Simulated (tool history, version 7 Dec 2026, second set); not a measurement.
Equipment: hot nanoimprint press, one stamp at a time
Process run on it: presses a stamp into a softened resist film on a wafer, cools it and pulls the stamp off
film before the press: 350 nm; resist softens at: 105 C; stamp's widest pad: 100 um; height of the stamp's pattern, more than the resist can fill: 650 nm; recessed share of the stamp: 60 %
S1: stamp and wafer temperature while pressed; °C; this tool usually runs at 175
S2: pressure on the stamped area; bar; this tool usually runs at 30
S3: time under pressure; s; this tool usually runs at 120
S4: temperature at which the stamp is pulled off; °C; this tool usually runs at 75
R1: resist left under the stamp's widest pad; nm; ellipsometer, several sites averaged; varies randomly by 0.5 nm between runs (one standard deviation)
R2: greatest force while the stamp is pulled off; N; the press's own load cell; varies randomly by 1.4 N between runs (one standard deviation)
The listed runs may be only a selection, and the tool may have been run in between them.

run 1 hour=0 | S1=175 S2=30 S3=120 S4=75 | R1=135 R2=132
run 2 hour=22 | S1=175 S2=30 S3=120 S4=75 | R1=135.1 R2=135
run 3 hour=35.5 | S1=175 S2=30 S3=120 S4=75 | R1=134.7 R2=135
run 4 hour=61.1 | S1=175 S2=30 S3=120 S4=73 | R1=134.3 R2=146
run 5 hour=72.3 | S1=175 S2=30 S3=120 S4=73 | R1=135.3 R2=147
run 6 hour=99.8 | S1=175 S2=30 S3=120 S4=69 | R1=134 R2=164
run 7 hour=124.5 | S1=175 S2=30 S3=120 S4=69 | R1=133.9 R2=164
run 8 hour=142.4 | S1=175 S2=30 S3=120 S4=69 | R1=132.9 R2=169
run 9 hour=156.4 | S1=175 S2=30 S3=120 S4=75 | R1=133.9 R2=147
run 10 hour=181.7 | S1=175 S2=30 S3=120 S4=75 | R1=132.6 R2=148
-- hour=203.2 stamp cleaned and given a new release coat
run 11 hour=211.6 | S1=167 S2=30 S3=120 S4=75 | R1=196.1 R2=128
run 12 hour=237 | S1=167 S2=30 S3=120 S4=75 | R1=196.5 R2=132
run 13 hour=253 | S1=167 S2=30 S3=120 S4=70 | R1=197 R2=149
run 14 hour=264.2 | S1=182 S2=30 S3=120 S4=75 | R1=93.2 R2=134

What does the tool deliver on the next run?
run 15 hour=289.4 | S1=165 S2=27.2 S3=120 S4=78 | R1=? R2=?

Run 15 yielded R1 220.6 nm, R2 120 N.
Had the tool carried no hidden state, the very same run would have given R1 226.9 nm, R2 116 N.

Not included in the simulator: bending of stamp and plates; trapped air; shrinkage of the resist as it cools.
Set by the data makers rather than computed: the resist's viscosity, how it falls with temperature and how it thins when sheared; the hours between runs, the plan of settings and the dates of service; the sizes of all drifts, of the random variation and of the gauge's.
